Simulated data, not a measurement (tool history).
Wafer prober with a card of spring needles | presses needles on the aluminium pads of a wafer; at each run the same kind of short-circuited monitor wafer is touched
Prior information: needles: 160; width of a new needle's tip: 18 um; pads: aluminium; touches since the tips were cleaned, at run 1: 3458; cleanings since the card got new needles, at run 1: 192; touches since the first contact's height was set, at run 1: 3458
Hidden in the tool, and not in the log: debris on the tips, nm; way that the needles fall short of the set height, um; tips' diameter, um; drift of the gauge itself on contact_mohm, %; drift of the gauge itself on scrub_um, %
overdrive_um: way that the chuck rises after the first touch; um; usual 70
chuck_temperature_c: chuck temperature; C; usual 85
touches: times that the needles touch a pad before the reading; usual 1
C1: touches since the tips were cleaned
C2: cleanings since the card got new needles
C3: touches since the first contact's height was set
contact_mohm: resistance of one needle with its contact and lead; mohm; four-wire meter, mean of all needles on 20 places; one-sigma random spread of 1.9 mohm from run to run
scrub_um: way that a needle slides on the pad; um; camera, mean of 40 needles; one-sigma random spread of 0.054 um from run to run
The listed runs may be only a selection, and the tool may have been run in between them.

run 1 hour=0.0 | overdrive_um=70 chuck_temperature_c=85 touches=1 | C1=3458 C2=192 C3=3458 | contact_mohm=237 scrub_um=15.32
-- hour=11.3 tips cleaned on abrasive film
-- hour=30.1 tips cleaned on abrasive film
run 2 hour=42.4 | overdrive_um=70 chuck_temperature_c=85 touches=1 | C1=5910 C2=194 C3=23779 | contact_mohm=244 scrub_um=15.31
-- hour=46.3 tips cleaned on abrasive film
-- hour=65.1 tips cleaned on abrasive film
-- hour=83.9 tips cleaned on abrasive film
run 3 hour=95.0 | overdrive_um=70 chuck_temperature_c=85 touches=1 | C1=5346 C2=197 C3=48938 | contact_mohm=242 scrub_um=15.16
-- hour=102.6 tips cleaned on abrasive film
-- hour=117.6 tips cleaned on abrasive film
-- hour=136.4 tips cleaned on abrasive film
-- hour=154.4 tips cleaned on abrasive film
run 4 hour=154.4 | overdrive_um=70 chuck_temperature_c=88 touches=1 | C1=0 C2=201 C3=77364 | contact_mohm=205 scrub_um=15.12
-- hour=169.5 tips cleaned on abrasive film
-- hour=188.3 tips cleaned on abrasive film
-- hour=207.1 tips cleaned on abrasive film
run 5 hour=221.0 | overdrive_um=70 chuck_temperature_c=88 touches=1 | C1=6698 C2=204 C3=109281 | contact_mohm=254 scrub_um=14.95
-- hour=224.9 tips cleaned on abrasive film
-- hour=239.9 tips cleaned on abrasive film
-- hour=258.8 tips cleaned on abrasive film
-- hour=277.6 tips cleaned on abrasive film
run 6 hour=283.0 | overdrive_um=75 chuck_temperature_c=85 touches=1 | C1=2637 C2=208 C3=138939 | contact_mohm=226 scrub_um=16.00
-- hour=294.4 tips cleaned on abrasive film
-- hour=309.4 tips cleaned on abrasive film
-- hour=328.3 tips cleaned on abrasive film
run 7 hour=334.3 | overdrive_um=70 chuck_temperature_c=85 touches=1 | C1=2891 C2=211 C3=163448 | contact_mohm=235 scrub_um=14.81
-- hour=345.6 tips cleaned on abrasive film
-- hour=364.4 tips cleaned on abrasive film
-- hour=383.2 tips cleaned on abrasive film
-- hour=402.0 tips cleaned on abrasive film
-- hour=409.8 height of the first contact set anew
-- hour=417.4 tips cleaned on abrasive film
run 8 hour=422.1 | overdrive_um=70 chuck_temperature_c=85 touches=1 | C1=2246 C2=216 C3=5849 | contact_mohm=230 scrub_um=15.23
-- hour=433.4 tips cleaned on abrasive film
-- hour=452.2 tips cleaned on abrasive film
run 9 hour=467.0 | overdrive_um=70 chuck_temperature_c=85 touches=1 | C1=7113 C2=218 C3=27371 | contact_mohm=251 scrub_um=15.21
-- hour=470.8 tips cleaned on abrasive film
-- hour=485.9 tips cleaned on abrasive film
-- hour=504.7 tips cleaned on abrasive film
-- hour=519.8 tips cleaned on abrasive film
-- hour=538.6 tips cleaned on abrasive film
-- hour=553.6 tips cleaned on abrasive film
run 10 hour=558.1 | overdrive_um=70 chuck_temperature_c=85 touches=1 | C1=2132 C2=224 C3=70935 | contact_mohm=228 scrub_um=15.09
-- hour=569.4 tips cleaned on abrasive film
-- hour=584.5 tips cleaned on abrasive film
-- hour=603.3 tips cleaned on abrasive film
-- hour=622.0 tips cleaned on abrasive film
run 11 hour=622.0 | overdrive_um=70 chuck_temperature_c=85 touches=1 | C1=0 C2=228 C3=101523 | contact_mohm=207 scrub_um=14.96
-- hour=640.8 tips cleaned on abrasive film
-- hour=655.9 tips cleaned on abrasive film
-- hour=671.0 tips cleaned on abrasive film
run 12 hour=680.3 | overdrive_um=70 chuck_temperature_c=85 touches=1 | C1=4475 C2=231 C3=129416 | contact_mohm=248 scrub_um=14.91
-- hour=687.8 tips cleaned on abrasive film
-- hour=702.9 tips cleaned on abrasive film
-- hour=721.7 tips cleaned on abrasive film
run 13 hour=731.4 | overdrive_um=70 chuck_temperature_c=85 touches=1 | C1=4649 C2=234 C3=153881 | contact_mohm=251 scrub_um=14.86
-- hour=739.0 tips cleaned on abrasive film
-- hour=757.8 tips cleaned on abrasive film
-- hour=772.8 tips cleaned on abrasive film
run 14 hour=773.5 | overdrive_um=57 chuck_temperature_c=85 touches=2 | C1=300 C2=237 C3=173996 | contact_mohm=215 scrub_um=11.98
-- hour=788.5 tips cleaned on abrasive film
-- hour=807.3 tips cleaned on abrasive film
-- hour=826.2 tips cleaned on abrasive film
-- hour=830.2 height of the first contact set anew
-- hour=845.3 tips cleaned on abrasive film
run 15 hour=852.8 | overdrive_um=57 chuck_temperature_c=85 touches=2 | C1=3629 C2=241 C3=10835 | contact_mohm=244 scrub_um=12.50
-- hour=860.4 tips cleaned on abrasive film
-- hour=879.2 tips cleaned on abrasive film
-- hour=894.3 tips cleaned on abrasive film
run 16 hour=899.5 | overdrive_um=57 chuck_temperature_c=46 touches=2 | C1=2486 C2=244 C3=33146 | contact_mohm=228 scrub_um=12.32
-- hour=910.8 tips cleaned on abrasive film
-- hour=929.6 tips cleaned on abrasive film
-- hour=948.4 tips cleaned on abrasive film
-- hour=967.2 tips cleaned on abrasive film
-- hour=983.4 tips cleaned on abrasive film
run 17 hour=983.4 | overdrive_um=53 chuck_temperature_c=108 touches=1 | C1=0 C2=249 C3=73315 | contact_mohm=221 scrub_um=11.33
-- hour=998.5 tips cleaned on abrasive film
-- hour=1013.5 tips cleaned on abrasive film
run 18 hour=1026.6 | overdrive_um=53 chuck_temperature_c=108 touches=1 | C1=6306 C2=251 C3=94033 | contact_mohm=305 scrub_um=11.26
-- hour=1030.5 tips cleaned on abrasive film
-- hour=1049.3 tips cleaned on abrasive film
-- hour=1068.1 tips cleaned on abrasive film
-- hour=1083.2 tips cleaned on abrasive film
-- hour=1102.0 tips cleaned on abrasive film
run 19 hour=1106.2 | overdrive_um=53 chuck_temperature_c=108 touches=1 | C1=2052 C2=256 C3=132113 | contact_mohm=264 scrub_um=11.11
-- hour=1117.6 tips cleaned on abrasive film
-- hour=1136.4 tips cleaned on abrasive film
-- hour=1151.4 tips cleaned on abrasive film
-- hour=1170.3 tips cleaned on abrasive film
-- hour=1188.5 tips cleaned on abrasive film
run 20 hour=1188.5 | overdrive_um=53 chuck_temperature_c=108 touches=1 | C1=0 C2=261 C3=171471 | contact_mohm=227 scrub_um=10.98
-- hour=1203.6 tips cleaned on abrasive film
-- hour=1222.4 tips cleaned on abrasive film
-- hour=1237.5 tips cleaned on abrasive film
-- hour=1249.0 height of the first contact set anew
run 21 hour=1252.2 | overdrive_um=52 chuck_temperature_c=108 touches=1 | C1=6954 C2=264 C3=1551 | contact_mohm=316 scrub_um=11.33
-- hour=1256.1 tips cleaned on abrasive film
-- hour=1271.1 tips cleaned on abrasive film
-- hour=1289.9 tips cleaned on abrasive film
run 22 hour=1290.1 | overdrive_um=79 chuck_temperature_c=120 touches=2 | C1=93 C2=267 C3=19658 | contact_mohm=208 scrub_um=17.09
-- hour=1305.2 tips cleaned on abrasive film
-- hour=1320.2 tips cleaned on abrasive film
run 23 hour=1332.5 | overdrive_um=68 chuck_temperature_c=53 touches=1 | C1=5915 C2=269 C3=39974 | contact_mohm=257 scrub_um=14.72
-- hour=1336.4 tips cleaned on abrasive film
-- hour=1351.4 tips cleaned on abrasive film
-- hour=1370.2 tips cleaned on abrasive film
-- hour=1389.1 tips cleaned on abrasive film
-- hour=1407.9 tips cleaned on abrasive film
run 24 hour=1411.5 | overdrive_um=68 chuck_temperature_c=53 touches=1 | C1=1772 C2=274 C3=77772 | contact_mohm=229 scrub_um=14.66
-- hour=1426.6 tips cleaned on abrasive film
-- hour=1441.7 tips cleaned on abrasive film
-- hour=1456.8 tips cleaned on abrasive film
run 25 hour=1469.2 | overdrive_um=68 chuck_temperature_c=53 touches=1 | C1=5997 C2=277 C3=105386 | contact_mohm=264 scrub_um=14.61

Predict each of these 5 candidate next runs independently; none follows another, all start after run 25:
-- hour=1473.1 tips cleaned on abrasive film
-- hour=1488.1 tips cleaned on abrasive film
-- hour=1506.9 tips cleaned on abrasive film
-- hour=1525.7 tips cleaned on abrasive film
run A hour=1532.7 | overdrive_um=70 chuck_temperature_c=115 touches=3 | C1=3365 C2=281 C3=135772 | contact_mohm=? scrub_um=?
-- hour=1473.1 tips cleaned on abrasive film
-- hour=1488.1 tips cleaned on abrasive film
-- hour=1506.9 tips cleaned on abrasive film
-- hour=1525.7 tips cleaned on abrasive film
run B hour=1532.7 | overdrive_um=67 chuck_temperature_c=92 touches=1 | C1=3365 C2=281 C3=135772 | contact_mohm=? scrub_um=?
-- hour=1473.1 tips cleaned on abrasive film
-- hour=1488.1 tips cleaned on abrasive film
-- hour=1506.9 tips cleaned on abrasive film
-- hour=1525.7 tips cleaned on abrasive film
run C hour=1532.7 | overdrive_um=70 chuck_temperature_c=85 touches=1 | C1=3365 C2=281 C3=135772 | contact_mohm=? scrub_um=?
-- hour=1473.1 tips cleaned on abrasive film
-- hour=1488.1 tips cleaned on abrasive film
-- hour=1506.9 tips cleaned on abrasive film
-- hour=1525.7 tips cleaned on abrasive film
run D hour=1532.7 | overdrive_um=81 chuck_temperature_c=53 touches=1 | C1=3365 C2=281 C3=135772 | contact_mohm=? scrub_um=?
-- hour=1473.1 tips cleaned on abrasive film
-- hour=1488.1 tips cleaned on abrasive film
-- hour=1506.9 tips cleaned on abrasive film
-- hour=1525.7 tips cleaned on abrasive film
run E hour=1532.7 | overdrive_um=52 chuck_temperature_c=108 touches=2 | C1=3365 C2=281 C3=135772 | contact_mohm=? scrub_um=?

run=A contact_mohm=225 scrub_um=14.99
run=B contact_mohm=254 scrub_um=14.23
run=C contact_mohm=243 scrub_um=14.97
run=D contact_mohm=225 scrub_um=17.26
run=E contact_mohm=264 scrub_um=11.01
The same runs, with their run-to-run variation unchanged, on a tool lacking any hidden condition would have given:
run=A contact_mohm=202 scrub_um=15.37
run=B contact_mohm=202 scrub_um=14.61
run=C contact_mohm=195 scrub_um=15.36
run=D contact_mohm=187 scrub_um=17.65
run=E contact_mohm=210 scrub_um=11.40
